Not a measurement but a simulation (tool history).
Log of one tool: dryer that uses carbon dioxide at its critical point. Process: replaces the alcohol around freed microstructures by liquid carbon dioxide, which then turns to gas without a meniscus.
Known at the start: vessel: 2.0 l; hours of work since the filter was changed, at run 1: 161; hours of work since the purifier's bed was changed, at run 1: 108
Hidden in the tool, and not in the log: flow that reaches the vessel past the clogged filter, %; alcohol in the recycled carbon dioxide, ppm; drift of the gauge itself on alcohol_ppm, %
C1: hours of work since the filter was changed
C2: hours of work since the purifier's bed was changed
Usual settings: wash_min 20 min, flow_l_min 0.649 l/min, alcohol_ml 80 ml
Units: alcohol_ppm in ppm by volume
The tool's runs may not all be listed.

run 1 day=0.000 | wash_min=20 flow_l_min=0.649 alcohol_ml=80 | C1=161 C2=108 | alcohol_ppm=542
run 2 day=1.196 | wash_min=21 flow_l_min=0.649 alcohol_ml=80 | C1=182 C2=129 | alcohol_ppm=478
run 3 day=1.921 | wash_min=31 flow_l_min=0.649 alcohol_ml=80 | C1=195 C2=142 | alcohol_ppm=111
run 4 day=3.021 | wash_min=31 flow_l_min=0.649 alcohol_ml=44 | C1=215 C2=162 | alcohol_ppm=94
-- day=3.812 inlet filter changed
run 5 day=4.083 | wash_min=31 flow_l_min=0.649 alcohol_ml=44 | C1=5 C2=180 | alcohol_ppm=90
run 6 day=5.133 | wash_min=31 flow_l_min=0.649 alcohol_ml=44 | C1=24 C2=199 | alcohol_ppm=100
run 7 day=5.850 | wash_min=31 flow_l_min=0.649 alcohol_ml=44 | C1=37 C2=212 | alcohol_ppm=101
run 8 day=6.433 | wash_min=20 flow_l_min=0.649 alcohol_ml=72 | C1=47 C2=222 | alcohol_ppm=455
run 9 day=7.321 | wash_min=20 flow_l_min=0.649 alcohol_ml=103 | C1=63 C2=238 | alcohol_ppm=637
run 10 day=8.083 | wash_min=20 flow_l_min=0.649 alcohol_ml=103 | C1=77 C2=252 | alcohol_ppm=652
run 11 day=8.779 | wash_min=20 flow_l_min=0.649 alcohol_ml=80 | C1=89 C2=264 | alcohol_ppm=537
run 12 day=9.596 | wash_min=14 flow_l_min=0.412 alcohol_ml=22 | C1=104 C2=279 | alcohol_ppm=1647
run 13 day=10.488 | wash_min=21 flow_l_min=0.412 alcohol_ml=22 | C1=120 C2=295 | alcohol_ppm=697
run 14 day=11.221 | wash_min=20 flow_l_min=0.726 alcohol_ml=77 | C1=133 C2=308 | alcohol_ppm=393
run 15 day=11.750 | wash_min=31 flow_l_min=0.563 alcohol_ml=29 | C1=142 C2=317 | alcohol_ppm=171
run 16 day=12.946 | wash_min=31 flow_l_min=0.402 alcohol_ml=56 | C1=164 C2=339 | alcohol_ppm=554
run 17 day=13.662 | wash_min=25 flow_l_min=0.389 alcohol_ml=77 | C1=177 C2=352 | alcohol_ppm=1671
run 18 day=14.629 | wash_min=14 flow_l_min=0.389 alcohol_ml=87 | C1=194 C2=369 | alcohol_ppm=7345
run 19 day=15.425 | wash_min=28 flow_l_min=0.836 alcohol_ml=80 | C1=208 C2=383 | alcohol_ppm=157
run 20 day=16.217 | wash_min=30 flow_l_min=0.798 alcohol_ml=23 | C1=222 C2=397 | alcohol_ppm=162
-- day=16.571 inlet filter changed
run 21 day=16.821 | wash_min=27 flow_l_min=1.070 alcohol_ml=78 | C1=4 C2=407 | alcohol_ppm=164

Forecast each of these 4 alternatives for the next run:
run A day=17.954 | wash_min=22 flow_l_min=0.782 alcohol_ml=80 | C1=25 C2=428 | alcohol_ppm=?
run B day=17.954 | wash_min=24 flow_l_min=0.649 alcohol_ml=80 | C1=25 C2=428 | alcohol_ppm=?
run C day=17.954 | wash_min=13 flow_l_min=1.070 alcohol_ml=91 | C1=25 C2=428 | alcohol_ppm=?
run D day=17.954 | wash_min=27 flow_l_min=0.417 alcohol_ml=78 | C1=25 C2=428 | alcohol_ppm=?

run=A alcohol_ppm=243
run=B alcohol_ppm=319
run=C alcohol_ppm=459
run=D alcohol_ppm=898
Without the tool's hidden state the same runs would have given:
run=A alcohol_ppm=81
run=B alcohol_ppm=156
run=C alcohol_ppm=291
run=D alcohol_ppm=712

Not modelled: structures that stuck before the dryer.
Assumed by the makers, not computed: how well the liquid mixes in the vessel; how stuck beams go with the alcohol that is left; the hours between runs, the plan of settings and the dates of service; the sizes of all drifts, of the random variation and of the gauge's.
